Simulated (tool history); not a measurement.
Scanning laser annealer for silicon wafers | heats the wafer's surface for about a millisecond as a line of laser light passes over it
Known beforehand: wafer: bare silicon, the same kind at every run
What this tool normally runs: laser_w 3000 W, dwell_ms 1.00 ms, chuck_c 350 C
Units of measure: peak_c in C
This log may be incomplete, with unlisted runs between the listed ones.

Run 1, hour 0.0: usual settings. Result: peak_c 1154 C.
Run 2, hour 29.1: usual settings. Result: peak_c 1159 C.
Run 3, hour 57.7: usual settings. Result: peak_c 1152 C.
Run 4, hour 97.6: usual settings. Result: peak_c 1156 C.
Run 5, hour 130.7: usual settings. Result: peak_c 1150 C.
Run 6, hour 171.5: usual settings. Result: peak_c 1152 C.
Run 7, hour 209.4: usual settings but laser_w 2607 W. Result: peak_c 1020 C.
Run 8, hour 250.6: usual settings. Result: peak_c 1145 C.
Run 9, hour 294.6: usual settings. Result: peak_c 1150 C.
At hour 303.1: optics aligned, line set to its width.
Run 10, hour 347.5: usual settings but laser_w 2820 W, dwell_ms 1.21 ms, chuck_c 363 C. Result: peak_c 1168 C.
Run 11, hour 384.1: usual settings but laser_w 2864 W, dwell_ms 0.70 ms, chuck_c 382 C. Result: peak_c 994 C.
Run 12, hour 434.2: usual settings but laser_w 2600 W, dwell_ms 1.11 ms, chuck_c 320 C. Result: peak_c 1010 C.
Run 13, hour 487.3: usual settings but laser_w 3181 W, dwell_ms 1.09 ms, chuck_c 385 C. Result: peak_c 1269 C.
At hour 508.2: optics aligned, line set to its width, once more.
Run 14, hour 519.6: usual settings but laser_w 3181 W, dwell_ms 1.09 ms, chuck_c 385 C. Result: peak_c 1305 C.
Run 15, hour 559.3: usual settings but laser_w 3181 W, dwell_ms 1.09 ms, chuck_c 385 C. Result: peak_c 1306 C.
Run 16, hour 592.6: usual settings but chuck_c 375 C. Result: peak_c 1190 C.
Run 17, hour 633.6: usual settings but laser_w 2974 W, dwell_ms 1.04 ms, chuck_c 319 C. Result: peak_c 1141 C.

4 options for the next run, each taken on its own from the tool as it stands now. Forecast them:
Run A, hour 678.4: usual settings but laser_w 2795 W, dwell_ms 0.97 ms, chuck_c 319 C. Result: peak_c ?.
Run B, hour 678.4: usual settings but laser_w 3255 W, dwell_ms 1.04 ms, chuck_c 319 C. Result: peak_c ?.
Run C, hour 678.4: usual settings but laser_w 2974 W, dwell_ms 1.21 ms, chuck_c 319 C. Result: peak_c ?.
Run D, hour 678.4: usual settings but laser_w 3287 W, dwell_ms 1.23 ms, chuck_c 338 C. Result: peak_c ?.

run  peak_c
  A    1050
  B    1241
  C    1206
  D    1356
Take away the tool's hidden state, keep each run's random variation, and the runs would have read:
run  peak_c
  A    1060
  B    1254
  C    1218
  D    1370
